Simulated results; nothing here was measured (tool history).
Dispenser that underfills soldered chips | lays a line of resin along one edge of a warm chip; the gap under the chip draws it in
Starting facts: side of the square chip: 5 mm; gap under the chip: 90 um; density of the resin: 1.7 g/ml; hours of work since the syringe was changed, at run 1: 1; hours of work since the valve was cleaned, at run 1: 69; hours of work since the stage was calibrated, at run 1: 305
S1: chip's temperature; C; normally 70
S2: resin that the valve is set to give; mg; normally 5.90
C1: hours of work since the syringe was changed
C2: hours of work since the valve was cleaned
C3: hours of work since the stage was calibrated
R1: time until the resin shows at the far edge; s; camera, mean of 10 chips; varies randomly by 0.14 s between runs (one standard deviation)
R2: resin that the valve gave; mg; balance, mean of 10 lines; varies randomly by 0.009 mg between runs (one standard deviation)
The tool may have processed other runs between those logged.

{"run": 1, "hour": 0.0, "S1": 70, "S2": 5.9, "C1": 1, "C2": 69, "C3": 305, "R1": 3.2, "R2": 5.777}
{"run": 2, "hour": 8.1, "S1": 56, "S2": 5.9, "C1": 7, "C2": 75, "C3": 312, "R1": 7.2, "R2": 5.769}
{"hour": 10.9, "done": "new syringe of resin"}
{"run": 3, "hour": 12.8, "S1": 74, "S2": 5.9, "C1": 2, "C2": 79, "C3": 315, "R1": 3.3, "R2": 5.765}
{"run": 4, "hour": 17.7, "S1": 70, "S2": 5.56, "C1": 5, "C2": 83, "C3": 319, "R1": 4.2, "R2": 5.425}
{"hour": 22.9, "done": "new syringe of resin"}
{"run": 5, "hour": 26.1, "S1": 70, "S2": 5.9, "C1": 3, "C2": 89, "C3": 325, "R1": 3.5, "R2": 5.761}
{"run": 6, "hour": 33.9, "S1": 70, "S2": 6.77, "C1": 9, "C2": 95, "C3": 331, "R1": 5.1, "R2": 6.585}
{"hour": 34.8, "done": "new syringe of resin"}
{"hour": 37.0, "done": "dispensing valve cleaned and set on the balance"}
{"run": 7, "hour": 44.6, "S1": 70, "S2": 6.77, "C1": 7, "C2": 6, "C3": 339, "R1": 4.6, "R2": 6.737}
{"hour": 48.0, "done": "new syringe of resin"}
{"run": 8, "hour": 51.2, "S1": 70, "S2": 6.77, "C1": 2, "C2": 11, "C3": 344, "R1": 3.7, "R2": 6.742}
{"hour": 60.1, "done": "new syringe of resin"}
{"run": 9, "hour": 60.7, "S1": 70, "S2": 6.77, "C1": 0, "C2": 18, "C3": 351, "R1": 3.2, "R2": 6.722}
{"run": 10, "hour": 66.9, "S1": 70, "S2": 5.35, "C1": 5, "C2": 23, "C3": 356, "R1": 4.4, "R2": 5.303}
{"hour": 71.9, "done": "new syringe of resin"}
{"run": 11, "hour": 72.7, "S1": 70, "S2": 5.35, "C1": 1, "C2": 27, "C3": 360, "R1": 3.3, "R2": 5.282}
{"run": 12, "hour": 79.3, "S1": 70, "S2": 5.35, "C1": 6, "C2": 33, "C3": 366, "R1": 4.4, "R2": 5.286}
{"hour": 83.5, "done": "new syringe of resin"}
{"run": 13, "hour": 85.3, "S1": 70, "S2": 5.35, "C1": 1, "C2": 37, "C3": 370, "R1": 3.6, "R2": 5.268}
{"run": 14, "hour": 91.0, "S1": 56, "S2": 5.9, "C1": 6, "C2": 42, "C3": 375, "R1": 6.8, "R2": 5.825}
{"hour": 95.1, "done": "new syringe of resin"}
{"run": 15, "hour": 98.2, "S1": 70, "S2": 5.9, "C1": 2, "C2": 47, "C3": 380, "R1": 3.7, "R2": 5.799}
{"run": 16, "hour": 102.7, "S1": 81, "S2": 5.9, "C1": 6, "C2": 51, "C3": 384, "R1": 3.2, "R2": 5.806}
{"hour": 107.0, "done": "new syringe of resin"}
{"run": 17, "hour": 112.8, "S1": 81, "S2": 5.9, "C1": 5, "C2": 58, "C3": 391, "R1": 3.0, "R2": 5.773}
{"hour": 118.6, "done": "new syringe of resin"}
{"run": 18, "hour": 121.2, "S1": 58, "S2": 5.9, "C1": 2, "C2": 65, "C3": 398, "R1": 5.4, "R2": 5.759}
{"run": 19, "hour": 126.9, "S1": 65, "S2": 5.42, "C1": 7, "C2": 69, "C3": 402, "R1": 5.6, "R2": 5.293}
{"hour": 130.4, "done": "new syringe of resin"}
{"run": 20, "hour": 132.2, "S1": 65, "S2": 5.42, "C1": 1, "C2": 73, "C3": 406, "R1": 4.1, "R2": 5.281}
{"run": 21, "hour": 140.9, "S1": 75, "S2": 6.88, "C1": 8, "C2": 80, "C3": 413, "R1": 4.5, "R2": 6.698}
{"hour": 142.1, "done": "new syringe of resin"}
{"run": 22, "hour": 147.2, "S1": 75, "S2": 6.88, "C1": 4, "C2": 85, "C3": 418, "R1": 3.4, "R2": 6.69}
{"run": 23, "hour": 152.7, "S1": 75, "S2": 6.88, "C1": 8, "C2": 89, "C3": 422, "R1": 4.4, "R2": 6.685}
{"hour": 153.9, "done": "new syringe of resin"}
{"run": 24, "hour": 158.2, "S1": 78, "S2": 7.08, "C1": 3, "C2": 93, "C3": 426, "R1": 3.0, "R2": 6.852}
{"hour": 163.2, "done": "dispensing valve cleaned and set on the balance"}
{"hour": 166.6, "done": "new syringe of resin"}
{"run": 25, "hour": 167.1, "S1": 71, "S2": 5.14, "C1": 0, "C2": 3, "C3": 432, "R1": 3.5, "R2": 5.126}
{"run": 26, "hour": 174.5, "S1": 77, "S2": 5.92, "C1": 6, "C2": 9, "C3": 438, "R1": 3.7, "R2": 5.896}
{"hour": 178.4, "done": "new syringe of resin"}
{"run": 27, "hour": 183.8, "S1": 70, "S2": 5.61, "C1": 4, "C2": 16, "C3": 445, "R1": 4.1, "R2": 5.571}
{"run": 28, "hour": 188.9, "S1": 70, "S2": 5.61, "C1": 8, "C2": 20, "C3": 449, "R1": 5.4, "R2": 5.547}
{"hour": 190.0, "done": "new syringe of resin"}
{"run": 29, "hour": 197.5, "S1": 70, "S2": 5.61, "C1": 6, "C2": 26, "C3": 456, "R1": 4.8, "R2": 5.559}
{"hour": 202.0, "done": "new syringe of resin"}
{"run": 30, "hour": 203.8, "S1": 70, "S2": 5.61, "C1": 1, "C2": 31, "C3": 461, "R1": 3.4, "R2": 5.548}
{"hour": 213.8, "done": "new syringe of resin"}
{"run": 31, "hour": 213.8, "S1": 56, "S2": 5.61, "C1": 0, "C2": 39, "C3": 468, "R1": 5.1, "R2": 5.536}
{"run": 32, "hour": 221.3, "S1": 76, "S2": 5.82, "C1": 6, "C2": 45, "C3": 474, "R1": 3.8, "R2": 5.742}
{"hour": 225.5, "done": "new syringe of resin"}
{"run": 33, "hour": 231.4, "S1": 61, "S2": 6.94, "C1": 5, "C2": 52, "C3": 482, "R1": 5.7, "R2": 6.825}
{"hour": 237.3, "done": "new syringe of resin"}
{"run": 34, "hour": 241.4, "S1": 74, "S2": 6.13, "C1": 3, "C2": 60, "C3": 490, "R1": 3.6, "R2": 6.02}
{"hour": 249.2, "done": "new syringe of resin"}
{"run": 35, "hour": 250.9, "S1": 83, "S2": 5.19, "C1": 1, "C2": 67, "C3": 497, "R1": 2.4, "R2": 5.086}

Here are 4 independent what-if runs from the current tool condition. What would each one return?
{"run": "A", "hour": 259.4, "S1": 74, "S2": 5.19, "C1": 8, "C2": 74, "C3": 504, "R1": "?", "R2": "?"}
{"run": "B", "hour": 259.4, "S1": 70, "S2": 5.25, "C1": 8, "C2": 74, "C3": 504, "R1": "?", "R2": "?"}
{"run": "C", "hour": 259.4, "S1": 65, "S2": 5.9, "C1": 8, "C2": 74, "C3": 504, "R1": "?", "R2": "?"}
{"run": "D", "hour": 259.4, "S1": 83, "S2": 7.13, "C1": 8, "C2": 74, "C3": 504, "R1": "?", "R2": "?"}

run=A R1=4.7 R2=5.069
run=B R1=5.2 R2=5.122
run=C R1=5.7 R2=5.771
run=D R1=3.4 R2=6.967
Without the tool's hidden state the same runs would have given:
run=A R1=2.9 R2=5.192
run=B R1=3.1 R2=5.246
run=C R1=3.4 R2=5.910
run=D R1=2.0 R2=7.136
